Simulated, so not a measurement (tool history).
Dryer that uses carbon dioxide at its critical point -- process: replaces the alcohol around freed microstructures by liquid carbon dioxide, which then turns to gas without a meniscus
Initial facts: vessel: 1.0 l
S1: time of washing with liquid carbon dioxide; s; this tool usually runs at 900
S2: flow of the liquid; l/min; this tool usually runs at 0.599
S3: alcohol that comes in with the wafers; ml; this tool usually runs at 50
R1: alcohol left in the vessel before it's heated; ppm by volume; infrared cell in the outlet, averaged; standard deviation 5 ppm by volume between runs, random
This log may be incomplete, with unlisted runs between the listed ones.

run	day	S1	S2	S3	R1
1	0	900	0.599	50	60
2	0.579	900	0.599	50	49
# day 0.804: inlet filter changed
3	0.925	900	0.599	50	39
4	1.512	540	0.599	50	577
5	1.829	900	0.599	78	61
6	2.35	900	0.599	78	57
7	2.917	900	0.599	78	62
8	3.183	900	0.547	50	70
9	3.575	900	0.547	50	62
10	3.962	900	0.547	50	72
11	4.417	900	0.547	50	75
12	4.783	900	0.547	50	70
13	5.288	900	0.547	50	73
14	5.6	600	0.599	50	380
15	5.942	600	0.599	50	375
16	6.417	600	0.599	30	245
17	6.712	600	0.599	30	235
18	7.012	600	0.599	30	253
19	7.529	1020	0.966	77	18
20	7.942	1020	0.786	56	19
21	8.3	900	0.632	43	39
22	8.712	900	0.632	43	39
23	9.329	660	0.643	78	274
24	9.867	660	0.643	78	279
25	10.225	540	0.711	116	713
26	10.846	540	0.711	116	699
27	11.192	1380	0.486	66	34
28	11.729	1140	0.613	67	29
29	12.062	900	0.599	21	44
30	12.667	900	0.599	36	53
31	13.3	1020	0.709	109	33
32	13.867	1200	0.402	42	88
33	14.354	840	0.451	62	426
34	14.721	840	0.451	62	428
35	15.033	900	0.599	34	44

Here are 5 independent what-if runs from the current tool condition. What would each one return?
A	15.446	900	0.396	34	?
B	15.446	900	0.906	50	?
C	15.446	900	0.599	22	?
D	15.446	600	0.689	27	?
E	15.446	1440	0.883	44	?

run	R1
A	344
B	26
C	38
D	140
E	22
With the hidden condition removed and each run's random variation left untouched, the same runs would have given:
run	R1
A	245
B	5
C	12
D	87
E	2

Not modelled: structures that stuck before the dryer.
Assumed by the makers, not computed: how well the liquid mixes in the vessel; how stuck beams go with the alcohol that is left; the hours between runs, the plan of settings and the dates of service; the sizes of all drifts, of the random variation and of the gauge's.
